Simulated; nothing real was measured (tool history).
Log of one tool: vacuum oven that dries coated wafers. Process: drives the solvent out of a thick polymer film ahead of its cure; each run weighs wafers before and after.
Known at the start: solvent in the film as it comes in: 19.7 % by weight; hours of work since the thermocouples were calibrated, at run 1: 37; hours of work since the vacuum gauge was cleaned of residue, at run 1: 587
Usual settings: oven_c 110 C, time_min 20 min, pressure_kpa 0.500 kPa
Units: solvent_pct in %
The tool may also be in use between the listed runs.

run,hour,oven_c,time_min,pressure_kpa,hours of work since the thermocouples were calibrated,hours of work since the vacuum gauge was cleaned of residue,solvent_pct
1,0.0,110,20,0.500,37,587,2.67
2,109.9,110,20,0.500,105,656,2.67
3,203.5,110,20,0.500,164,715,2.64
4,300.9,110,20,0.354,225,776,2.51
5,390.8,110,20,0.354,281,832,2.56
6,494.7,110,20,0.354,347,897,2.54
7,599.6,110,20,0.584,412,963,2.62
8,674.9,110,20,0.500,460,1010,2.62
9,788.9,110,20,0.500,531,1082,2.69
10,840.0,110,20,0.500,563,1114,2.58
11,916.2,110,20,0.500,611,1162,2.44
12,975.9,122,20,0.500,648,1199,0.82
13,1054.5,110,20,0.468,697,1248,2.49
14,1113.1,110,20,1.324,734,1285,2.81
15,1190.0,110,10,1.324,782,1333,6.41
16,1260.6,110,10,1.324,827,1377,6.28
17,1320.3,110,10,1.324,864,1415,6.22
18,1414.2,105,10,1.324,923,1474,7.59
# hour 1458.5: oven's thermocouples calibrated
19,1499.2,124,10,0.459,26,1526,3.13
20,1610.2,100,20,1.977,95,1595,6.14
21,1661.1,100,20,1.977,127,1627,6.08
22,1710.8,100,20,1.977,158,1658,6.06
23,1807.8,99,20,1.872,219,1719,6.27
# hour 1846.1: vacuum gauge cleaned of residue and calibrated
24,1911.7,110,20,1.768,283,41,2.98
25,2002.9,105,20,1.242,340,98,3.94
26,2093.9,115,26,0.367,397,155,0.82
27,2163.8,104,20,1.642,441,199,4.39
28,2216.3,104,20,1.642,474,232,4.50
29,2273.0,110,12,0.596,510,268,5.07
30,2395.7,102,12,0.500,586,344,7.29
31,2476.5,102,12,0.500,637,395,7.19
32,2584.4,102,12,0.500,705,463,7.16
33,2702.8,100,20,0.518,779,537,4.72

The same runs without the tool's hidden state, with the same run-to-run variation:
The hidden state here: true wafer temperature over the reading, C; true pressure over the reading, kPa; drift of the gauge itself on solvent_pct, %.
run,solvent_pct
1,2.63
2,2.64
3,2.63
4,2.52
5,2.58
6,2.57
7,2.68
8,2.68
9,2.78
10,2.67
11,2.54
12,0.82
13,2.62
14,2.95
15,6.69
16,6.59
17,6.54
18,7.92
19,3.00
20,5.91
21,5.86
22,5.86
23,6.09
24,3.08
25,4.08
26,0.87
27,4.58
28,4.69
29,5.28
30,7.54
31,7.45
32,7.45
33,5.02
